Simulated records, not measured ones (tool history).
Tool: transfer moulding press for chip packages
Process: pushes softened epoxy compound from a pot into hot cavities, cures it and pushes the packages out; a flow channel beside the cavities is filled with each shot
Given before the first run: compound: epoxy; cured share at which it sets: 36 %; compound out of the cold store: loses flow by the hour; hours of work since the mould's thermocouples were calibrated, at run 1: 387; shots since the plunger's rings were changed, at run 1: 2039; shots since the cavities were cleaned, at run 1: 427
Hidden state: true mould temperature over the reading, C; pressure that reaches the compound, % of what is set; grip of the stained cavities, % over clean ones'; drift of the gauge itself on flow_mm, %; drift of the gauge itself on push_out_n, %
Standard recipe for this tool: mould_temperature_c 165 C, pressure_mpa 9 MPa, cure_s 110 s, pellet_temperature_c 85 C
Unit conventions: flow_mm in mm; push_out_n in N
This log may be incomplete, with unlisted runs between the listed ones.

run   hour  mould_temperature_c  pressure_mpa  cure_s  pellet_temperature_c  hours of work since the mould's thermocouples were calibrated  shots since the plunger's rings were changed  shots since the cavities were cleaned  incoming compound's hours out of the cold store  flow_mm  push_out_n
  1      0                  165             9     110                    85                                                            387                                          2039                                    427                                             16.3      953        1026
       6.8  -- cavities cleaned with cleaning compound and waxed
      30.7  -- mould's thermocouples calibrated
  2   43.7                  165             9     110                    85                                                             10                                          2586                                    475                                             36.9      877        1036
        49  -- cavities cleaned with cleaning compound and waxed
  3     80                  165             9     110                    85                                                             37                                          3058                                    421                                             35.8      881         995
      90.4  -- cavities cleaned with cleaning compound and waxed
  4  121.6                  165             9     110                    85                                                             69                                          3603                                    424                                             36.6      870        1025
       129  -- cavities cleaned with cleaning compound and waxed
  5  153.5                  165             9     110                    85                                                             92                                          4016                                    333                                             30.3      884         958
     169.2  -- cavities cleaned with cleaning compound and waxed
  6  179.2                  165             9     110                    85                                                            111                                          4344                                    135                                               40      852         760
     210.5  -- plunger's sealing rings changed
       212  -- cavities cleaned with cleaning compound and waxed
  7  227.2                  165             9     110                    85                                                            145                                           205                                    205                                             43.7      866         772
     250.4  -- cavities cleaned with cleaning compound and waxed
  8    259                  165             9     110                    85                                                            169                                           618                                    118                                             39.6      877         722
  9  280.1                  163             9     110                    85                                                            186                                           904                                    404                                             47.6      850        1088
     288.4  -- cavities cleaned with cleaning compound and waxed
     327.6  -- cavities cleaned with cleaning compound and waxed
 10  327.6                  163             9     110                    85                                                            220                                          1508                                      0                                             37.1      889         588
     365.6  -- cavities cleaned with cleaning compound and waxed
 11  370.9                  163             9     110                    85                                                            253                                          2077                                     73                                             20.1      954         768
 12  401.9                  163             9     110                    85                                                            277                                          2498                                    494                                             29.4      904        1218
     407.5  -- cavities cleaned with cleaning compound and waxed
 13  440.2                  165             9     110                    85                                                            306                                          2998                                    444                                             24.4      925        1015
       449  -- cavities cleaned with cleaning compound and waxed
 14  475.1                  165             9     110                    85                                                            332                                          3452                                    355                                             17.3      941        1016
     489.1  -- cavities cleaned with cleaning compound and waxed
 15    518                  159             9     138                    85                                                            364                                          4015                                    393                                             42.3      864         920
     528.1  -- cavities cleaned with cleaning compound and waxed
 16  554.1                  163             9     138                    78                                                            391                                          4484                                    353                                             35.7      869         753
       568  -- cavities cleaned with cleaning compound and waxed
     576.3  -- plunger's sealing rings changed
     582.4  -- mould's thermocouples calibrated
 17  597.4                  171             9     138                    78                                                             12                                           260                                    338                                             42.5      850         727
     612.2  -- cavities cleaned with cleaning compound and waxed
 18  641.6                  171          9.58     101                    81                                                             45                                           840                                    399                                             36.9      897         835
     650.7  -- cavities cleaned with cleaning compound and waxed
 19  674.4                  171          9.58     101                    81                                                             69                                          1266                                    323                                             16.9      981         835
     691.1  -- cavities cleaned with cleaning compound and waxed
 20  720.8                  171          9.58     101                    81                                                            104                                          1876                                    405                                             43.8      862         860
     732.6  -- cavities cleaned with cleaning compound and waxed
 21  752.9                  171          9.58     101                    81                                                            128                                          2292                                    276                                             11.4      993         838
     770.6  -- cavities cleaned with cleaning compound and waxed
 22  785.7                  171          9.58     101                    81                                                            153                                          2717                                    205                                             39.2      869         719
     810.5  -- cavities cleaned with cleaning compound and waxed
 23  832.5                  171          9.58     101                    93                                                            188                                          3333                                    300                                               48      835         773
     849.7  -- cavities cleaned with cleaning compound and waxed
 24  872.7                  171          9.58     101                    93                                                            218                                          3858                                    313                                             12.7      972         813
     891.3  -- cavities cleaned with cleaning compound and waxed
 25    899                  170          6.92     101                    93                                                            238                                          4196                                    105                                             22.5      791         643
       932  -- cavities cleaned with cleaning compound and waxed
 26  934.7                  170          6.92     101                    93                                                            264                                          4660                                     36                                             17.7      808         569

What if the next run were any one of these 4? Each begins from the tool's condition after run 26:
     941.1  -- plunger's sealing rings changed
  A   956                  171             9     111                    83                                                            279                                           203                                    292                                             29.3        ?           ?
     941.1  -- plunger's sealing rings changed
  B   956                  165             9     100                    85                                                            279                                           203                                    292                                             20.3        ?           ?
     941.1  -- plunger's sealing rings changed
  C   956                  170          7.29     101                    93                                                            279                                           203                                    292                                             39.9        ?           ?
     941.1  -- plunger's sealing rings changed
  D   956                  165          8.65     110                    85                                                            279                                           203                                    292                                             31.1        ?           ?

run  flow_mm  push_out_n
  A      901         738
  B      957        1115
  C      770         792
  D      894         913
Without the tool's unlogged condition, the same runs would have read:
run  flow_mm  push_out_n
  A      908         444
  B      964         689
  C      776         479
  D      901         563
